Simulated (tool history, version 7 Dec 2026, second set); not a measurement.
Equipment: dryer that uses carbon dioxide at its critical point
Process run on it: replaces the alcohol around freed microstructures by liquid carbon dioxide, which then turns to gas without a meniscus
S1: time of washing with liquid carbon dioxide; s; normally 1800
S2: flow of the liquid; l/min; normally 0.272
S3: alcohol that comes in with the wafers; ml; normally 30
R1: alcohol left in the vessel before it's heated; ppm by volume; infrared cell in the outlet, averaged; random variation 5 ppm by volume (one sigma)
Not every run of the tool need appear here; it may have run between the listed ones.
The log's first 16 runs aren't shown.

{"run": 17, "day": 13.167, "S1": 1800, "S2": 0.272, "S3": 30, "R1": 91}
{"run": 18, "day": 14.054, "S1": 1800, "S2": 0.272, "S3": 48, "R1": 107}
{"run": 19, "day": 14.679, "S1": 1800, "S2": 0.272, "S3": 47, "R1": 93}
{"run": 20, "day": 15.508, "S1": 1800, "S2": 0.272, "S3": 47, "R1": 108}
{"run": 21, "day": 16.038, "S1": 1800, "S2": 0.253, "S3": 21, "R1": 102}
{"run": 22, "day": 16.629, "S1": 1440, "S2": 0.253, "S3": 21, "R1": 156}
{"run": 23, "day": 17.283, "S1": 1440, "S2": 0.253, "S3": 21, "R1": 164}
{"run": 24, "day": 17.879, "S1": 1740, "S2": 0.194, "S3": 21, "R1": 183}
{"run": 25, "day": 18.529, "S1": 1260, "S2": 0.272, "S3": 30, "R1": 226}
{"run": 26, "day": 19.158, "S1": 2700, "S2": 0.365, "S3": 98, "R1": 105}
{"run": 27, "day": 20.233, "S1": 2460, "S2": 0.272, "S3": 29, "R1": 119}
{"run": 28, "day": 21.088, "S1": 1680, "S2": 0.261, "S3": 28, "R1": 149}
{"run": 29, "day": 21.942, "S1": 1260, "S2": 0.368, "S3": 30, "R1": 156}
{"run": 30, "day": 22.65, "S1": 2880, "S2": 0.272, "S3": 70, "R1": 125}
{"run": 31, "day": 23.292, "S1": 1620, "S2": 0.272, "S3": 35, "R1": 170}
{"run": 32, "day": 24.075, "S1": 1200, "S2": 0.211, "S3": 116, "R1": 2578}
{"run": 33, "day": 25.121, "S1": 1320, "S2": 0.211, "S3": 45, "R1": 754}
{"run": 34, "day": 25.792, "S1": 1800, "S2": 0.315, "S3": 86, "R1": 169}
{"run": 35, "day": 26.675, "S1": 1800, "S2": 0.336, "S3": 30, "R1": 150}
{"run": 36, "day": 27.546, "S1": 1800, "S2": 0.336, "S3": 30, "R1": 163}
{"run": 37, "day": 28.025, "S1": 1800, "S2": 0.336, "S3": 30, "R1": 165}
{"run": 38, "day": 29.133, "S1": 1140, "S2": 0.336, "S3": 37, "R1": 291}
{"run": 39, "day": 29.708, "S1": 1560, "S2": 0.18, "S3": 112, "R1": 1830}

5 ways to go on from here, each from the tool as it stands after run 39. What would each give?
{"run": "A", "day": 30.225, "S1": 1560, "S2": 0.18, "S3": 22, "R1": "?"}
{"run": "B", "day": 30.225, "S1": 1560, "S2": 0.314, "S3": 102, "R1": "?"}
{"run": "C", "day": 30.225, "S1": 1320, "S2": 0.174, "S3": 35, "R1": "?"}
{"run": "D", "day": 30.225, "S1": 1800, "S2": 0.452, "S3": 30, "R1": "?"}
{"run": "E", "day": 30.225, "S1": 1800, "S2": 0.164, "S3": 33, "R1": "?"}

run=A R1=495
run=B R1=243
run=C R1=1282
run=D R1=178
run=E R1=561
Had the tool no hidden state, the same runs would have come out as:
run=A R1=205
run=B R1=32
run=C R1=755
run=D R1=5
run=E R1=242
